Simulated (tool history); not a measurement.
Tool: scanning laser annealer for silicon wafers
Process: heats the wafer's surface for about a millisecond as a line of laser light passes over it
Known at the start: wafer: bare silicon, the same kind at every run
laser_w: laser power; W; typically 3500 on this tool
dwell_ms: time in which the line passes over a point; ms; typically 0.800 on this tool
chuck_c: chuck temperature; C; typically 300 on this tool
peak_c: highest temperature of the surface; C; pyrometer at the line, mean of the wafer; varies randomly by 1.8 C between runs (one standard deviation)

run,hour,laser_w,dwell_ms,chuck_c,peak_c
1,0.0,3500,0.800,300,1009
2,23.6,3428,0.800,300,991
3,59.2,3428,0.800,300,987
4,85.2,3428,0.800,300,987
# hour 91.4: laser's power meter calibrated
5,110.4,3428,0.864,300,1013
6,125.3,3500,0.625,300,925
7,141.8,3500,0.625,300,923
# hour 158.1: laser's power meter calibrated, once more
8,179.2,3500,0.757,270,955
9,206.2,3533,0.806,320,1032
10,227.9,3464,0.806,320,1014
11,258.8,3464,0.806,320,1015
12,279.3,3615,0.918,322,1093
13,309.9,3570,0.800,300,1018

Difference, measured minus no-hidden-state, one row per run. Run-to-run variation is common to both terms; the gauge's own scatter need not be:
The hidden state here: light that passes the window, % of a clean one's; laser's true power over the reading, %; width of the line over the set one, %; drift of the gauge itself on peak_c, C.
run,peak_c
1,-17
2,-18
3,-19
4,-19
5,-23
6,-20
7,-20
8,-21
9,-23
10,-23
11,-24
12,-27
13,-26
